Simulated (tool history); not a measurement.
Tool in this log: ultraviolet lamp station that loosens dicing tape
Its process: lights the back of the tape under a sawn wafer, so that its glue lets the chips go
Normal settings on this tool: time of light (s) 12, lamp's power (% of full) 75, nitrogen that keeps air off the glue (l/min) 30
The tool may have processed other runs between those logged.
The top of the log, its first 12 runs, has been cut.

run     day  time of light (s)  lamp's power (% of full)  nitrogen that keeps air off the glue (l/min)  force that peels the tape off (N)  light that reached the tape (J/m2)
 13  19.817                 12                        75                                            30                              3.531                                1230
 14  20.858                 12                        75                                            30                              3.435                                1240
 15  23.338                 12                        75                                            17                              4.312                                1190
     24.525  -- lamp changed
 16  24.683                 12                        75                                            17                              2.155                                2100
 17  26.704                 12                        75                                            17                              2.329                                2070
 18  28.867                 12                        75                                            17                              2.414                                2000
 19  30.675                 12                        75                                            17                              2.457                                1950
 20  31.929                 12                        67                                            46                               1.94                                1700
     32.896  -- window cleaned of glue's vapour
 21  33.654                 13                        80                                            30                              1.082                                2720
 22  34.717                 18                        65                                            30                              0.867                                2950
 23  36.971                 18                        65                                            30                              0.886                                2910

Run 24 comes next. What will it give?
 24  38.55                 18                        65                                            23                                  ?                                   ?

{"run 24": {"force that peels the tape off (N)": 1.081, "light that reached the tape (J/m2)": 2810}}
Without the tool's hidden state the same run would have given force that peels the tape off (N) 0.859, light that reached the tape (J/m2) 3150.
